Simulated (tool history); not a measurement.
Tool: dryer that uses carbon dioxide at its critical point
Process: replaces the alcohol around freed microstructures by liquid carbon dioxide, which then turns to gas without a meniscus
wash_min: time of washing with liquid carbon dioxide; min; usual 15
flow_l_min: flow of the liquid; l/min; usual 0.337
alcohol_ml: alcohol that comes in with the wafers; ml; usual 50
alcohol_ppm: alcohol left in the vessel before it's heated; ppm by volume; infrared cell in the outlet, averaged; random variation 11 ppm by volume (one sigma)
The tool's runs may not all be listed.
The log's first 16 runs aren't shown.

{"run": 17, "hour": 139.2, "wash_min": 15, "flow_l_min": 0.337, "alcohol_ml": 50, "alcohol_ppm": 872}
{"run": 18, "hour": 145.1, "wash_min": 15, "flow_l_min": 0.337, "alcohol_ml": 50, "alcohol_ppm": 862}
{"run": 19, "hour": 151.8, "wash_min": 15, "flow_l_min": 0.337, "alcohol_ml": 92, "alcohol_ppm": 1518}
{"run": 20, "hour": 160.0, "wash_min": 15, "flow_l_min": 0.337, "alcohol_ml": 92, "alcohol_ppm": 1475}
{"run": 21, "hour": 166.4, "wash_min": 15, "flow_l_min": 0.337, "alcohol_ml": 92, "alcohol_ppm": 1550}
{"run": 22, "hour": 175.2, "wash_min": 15, "flow_l_min": 0.337, "alcohol_ml": 92, "alcohol_ppm": 1583}
{"run": 23, "hour": 182.9, "wash_min": 15, "flow_l_min": 0.337, "alcohol_ml": 92, "alcohol_ppm": 1549}
{"run": 24, "hour": 195.1, "wash_min": 15, "flow_l_min": 0.415, "alcohol_ml": 28, "alcohol_ppm": 264}
{"run": 25, "hour": 206.1, "wash_min": 15, "flow_l_min": 0.241, "alcohol_ml": 27, "alcohol_ppm": 1557}

Run 26 comes next. What will it give?
{"run": 26, "hour": 213.9, "wash_min": 15, "flow_l_min": 0.241, "alcohol_ml": 27, "alcohol_ppm": "?"}

Run 26 gave alcohol_ppm 1579 ppm by volume.
Without the tool's hidden state the same run would have given alcohol_ppm 1264 ppm by volume.
